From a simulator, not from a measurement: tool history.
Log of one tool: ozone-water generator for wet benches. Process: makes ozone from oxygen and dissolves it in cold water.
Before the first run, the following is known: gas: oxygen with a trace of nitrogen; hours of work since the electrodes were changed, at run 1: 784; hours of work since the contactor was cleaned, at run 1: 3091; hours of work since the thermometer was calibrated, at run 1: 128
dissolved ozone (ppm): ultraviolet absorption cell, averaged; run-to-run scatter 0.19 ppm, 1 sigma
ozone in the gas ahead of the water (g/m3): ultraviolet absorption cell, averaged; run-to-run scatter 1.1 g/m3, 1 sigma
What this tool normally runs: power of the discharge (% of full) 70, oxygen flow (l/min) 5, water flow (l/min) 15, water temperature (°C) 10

run,hour,power of the discharge (% of full),oxygen flow (l/min),water flow (l/min),water temperature (°C),hours of work since the electrodes were changed,hours of work since the contactor was cleaned,hours of work since the thermometer was calibrated,dissolved ozone (ppm),ozone in the gas ahead of the water (g/m3)
1,0,70,5,15,10,784,3091,128,24.6,194.3
2,26,70,5,15,10,804,3111,149,24.7,193.2
3,64.9,70,5,15,10,835,3141,179,24.5,196.3
4,111.2,70,5.4,15,10,870,3177,215,24.9,188.8
5,142.7,70,5.4,15,10,895,3202,239,24.9,192.5
6,162.9,43,5,15,10,911,3217,255,16.9,132.1
7,185.2,70,5,15,14,928,3235,272,23,197
8,209.2,70,5,15,14,946,3253,291,23,193.4
9,229.2,70,5,12,14,962,3269,306,26.5,196.3
10,264.5,55,5,12,14,989,3296,334,22.1,162
# hour 268.8: water thermometer calibrated
11,312.1,55,5,12,14,1026,3333,34,22.2,159.6
12,355.5,46,5,15,10,1059,3366,67,17.5,140.9
13,397,70,7.04,15,10,1092,3399,99,26,174.6
14,440.1,49,4.48,12,5,1125,3432,133,22.5,152.5
15,475.6,80,8.92,10,13,1153,3460,160,34.5,183.4
# hour 503.4: water thermometer calibrated, once more
16,514.5,80,3.28,14,8,1182,3489,9,25.8,245.8
17,546.9,77,2.86,14,8,1208,3514,34,23.6,249
18,580.1,86,2.86,13,15,1233,3540,59,25.3,271.9
19,612.8,70,4.76,15,12,1259,3566,85,23.4,196.9
20,658.7,70,4.76,15,12,1294,3601,120,23.2,195.5
21,688.3,70,4.76,15,6,1317,3624,143,25.4,198
22,722.5,70,3.82,19,13,1344,3651,170,18,212.8
23,752.3,70,3.03,17,9,1367,3674,193,18.8,226.3
24,789.2,70,3.03,17,9,1395,3702,222,18.9,225.6
25,816.1,70,3.03,17,9,1416,3723,242,18.7,224

The logged runs with the hidden state left out (each run's random variation unchanged):
Unlogged tool condition in this case: yield of the discharge, % of new electrodes'; contactor's efficiency, % of a clean one's; true water temperature over the reading, C; drift of the gauge itself on ozone_ppm, %; drift of the gauge itself on gas_g_m3, %.
run,dissolved ozone (ppm),ozone in the gas ahead of the water (g/m3)
1,26.3,197.7
2,26.3,196.7
3,26.2,200
4,26.6,192.5
5,26.7,196.3
6,17.9,133.7
7,24.6,201
8,24.7,197.5
9,28.4,200.4
10,23.6,164.9
11,23.7,162.5
12,18.7,143.1
13,28,178.8
14,24.1,155.2
15,37.3,188.6
16,27.9,252.9
17,25.6,256.1
18,27.5,280.6
19,25.4,202.4
20,25.2,201.2
21,27.6,203.8
22,19.6,219.1
23,20.5,233.2
24,20.6,232.6
25,20.4,231.1
